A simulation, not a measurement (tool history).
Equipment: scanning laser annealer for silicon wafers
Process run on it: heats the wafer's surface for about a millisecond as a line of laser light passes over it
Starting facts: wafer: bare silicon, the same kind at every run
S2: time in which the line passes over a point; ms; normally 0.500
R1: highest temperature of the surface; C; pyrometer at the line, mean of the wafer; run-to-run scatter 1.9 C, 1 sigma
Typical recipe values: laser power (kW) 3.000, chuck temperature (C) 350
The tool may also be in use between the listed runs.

Run 1, hour 0.0: usual settings. Result: R1 1132 C.
Run 2, hour 24.4: usual settings but S2 0.562 ms. Result: R1 1182 C.
Run 3, hour 48.0: usual settings but laser power (kW) 3.081. Result: R1 1152 C.
Run 4, hour 64.4: usual settings but laser power (kW) 3.081. Result: R1 1148 C.
At hour 79.5: window over the wafer cleaned.
Run 5, hour 92.8: usual settings but chuck temperature (C) 378. Result: R1 1182 C.
Run 6, hour 104.7: usual settings but S2 0.468 ms, chuck temperature (C) 378. Result: R1 1151 C.
Run 7, hour 119.2: usual settings. Result: R1 1152 C.
Run 8, hour 145.0: usual settings but S2 0.409 ms. Result: R1 1061 C.
Run 9, hour 171.1: usual settings but S2 0.409 ms. Result: R1 1059 C.
Run 10, hour 184.2: usual settings. Result: R1 1147 C.
Run 11, hour 207.1: usual settings. Result: R1 1150 C.
Run 12, hour 218.3: usual settings. Result: R1 1149 C.
Run 13, hour 243.6: usual settings. Result: R1 1142 C.
Run 14, hour 263.3: usual settings. Result: R1 1144 C.
Run 15, hour 286.0: usual settings. Result: R1 1143 C.
Run 16, hour 307.5: usual settings but laser power (kW) 3.171. Result: R1 1196 C.
Run 17, hour 327.9: usual settings but laser power (kW) 3.171. Result: R1 1192 C.
Run 18, hour 338.9: usual settings but laser power (kW) 3.171. Result: R1 1191 C.
Run 19, hour 356.5: usual settings but laser power (kW) 3.171. Result: R1 1187 C.
Run 20, hour 367.7: usual settings but laser power (kW) 3.171. Result: R1 1191 C.
Run 21, hour 384.9: usual settings but laser power (kW) 3.078. Result: R1 1159 C.
Run 22, hour 398.2: usual settings but laser power (kW) 2.720, S2 0.563 ms, chuck temperature (C) 339. Result: R1 1088 C.
At hour 403.6: laser's power meter calibrated.
Run 23, hour 412.7: usual settings but laser power (kW) 2.720, S2 0.563 ms, chuck temperature (C) 339. Result: R1 1085 C.
Run 24, hour 424.6: usual settings but laser power (kW) 2.720, S2 0.563 ms, chuck temperature (C) 339. Result: R1 1086 C.
Run 25, hour 437.4: usual settings but laser power (kW) 2.720, S2 0.563 ms, chuck temperature (C) 339. Result: R1 1083 C.
Run 26, hour 455.2: usual settings but chuck temperature (C) 372. Result: R1 1152 C.
Run 27, hour 466.7: usual settings but chuck temperature (C) 347. Result: R1 1128 C.
Run 28, hour 492.3: usual settings but chuck temperature (C) 347. Result: R1 1123 C.
Run 29, hour 510.0: usual settings but chuck temperature (C) 379. Result: R1 1154 C.
At hour 514.7: laser's power meter calibrated, once more.
Run 30, hour 529.3: usual settings but laser power (kW) 3.176, S2 0.400 ms, chuck temperature (C) 370. Result: R1 1096 C.
Run 31, hour 543.9: usual settings but laser power (kW) 3.176, S2 0.393 ms, chuck temperature (C) 370. Result: R1 1090 C.
Run 32, hour 555.1: usual settings but laser power (kW) 3.176, S2 0.393 ms, chuck temperature (C) 370. Result: R1 1086 C.
Run 33, hour 578.1: usual settings but laser power (kW) 2.873, S2 0.423 ms, chuck temperature (C) 323. Result: R1 989 C.
At hour 586.7: window over the wafer cleaned.
Run 34, hour 600.2: usual settings but laser power (kW) 2.694, S2 0.536 ms, chuck temperature (C) 328. Result: R1 1063 C.
Run 35, hour 625.0: usual settings but laser power (kW) 3.136, chuck temperature (C) 318. Result: R1 1167 C.
Run 36, hour 642.8: usual settings but laser power (kW) 3.136, chuck temperature (C) 318. Result: R1 1164 C.
Run 37, hour 659.9: usual settings but laser power (kW) 2.765, S2 0.370 ms, chuck temperature (C) 318. Result: R1 925 C.
Run 38, hour 672.2: usual settings but laser power (kW) 2.974, S2 0.370 ms, chuck temperature (C) 361. Result: R1 1022 C.
Run 39, hour 697.4: usual settings but laser power (kW) 2.984, S2 0.489 ms, chuck temperature (C) 312. Result: R1 1090 C.
Run 40, hour 718.3: usual settings but S2 0.530 ms. Result: R1 1171 C.
Run 41, hour 735.1: usual settings but laser power (kW) 3.020, chuck temperature (C) 383. Result: R1 1183 C.

Selected run-to-run steps in R1, each split into two signed amounts: the part the tool would show with no hidden state at all (from settings, incoming material and random variation), and the remainder, which goes to the hidden state together with any gauge scatter not common to the measured and the hidden-state-free results:
Hidden state at play: light that passes the window, % of a clean one's; laser's true power over the reading, %; width of the line over the set one, %; drift of the gauge itself on peak_c, C.
Run 4 -> 5: laser power (kW) 3.081 -> 3.000, chuck temperature (C) 350 -> 378, window over the wafer cleaned. R1 +34 C: hidden state +32, all else +2.
Run 32 -> 33: laser power (kW) 3.176 -> 2.873, S2 0.393 -> 0.423, chuck temperature (C) 370 -> 323. R1 -97 C: hidden state +1, all else -98.
Run 33 -> 34: laser power (kW) 2.873 -> 2.694, S2 0.423 -> 0.536, chuck temperature (C) 323 -> 328, window over the wafer cleaned. R1 +74 C: hidden state +24, all else +50.
Run 34 -> 35: laser power (kW) 2.694 -> 3.136, S2 0.536 -> 0.500, chuck temperature (C) 328 -> 318. R1 +104 C: hidden state -4, all else +108.
Run 36 -> 37: laser power (kW) 3.136 -> 2.765, S2 0.500 -> 0.370. R1 -239 C: hidden state +6, all else -245.
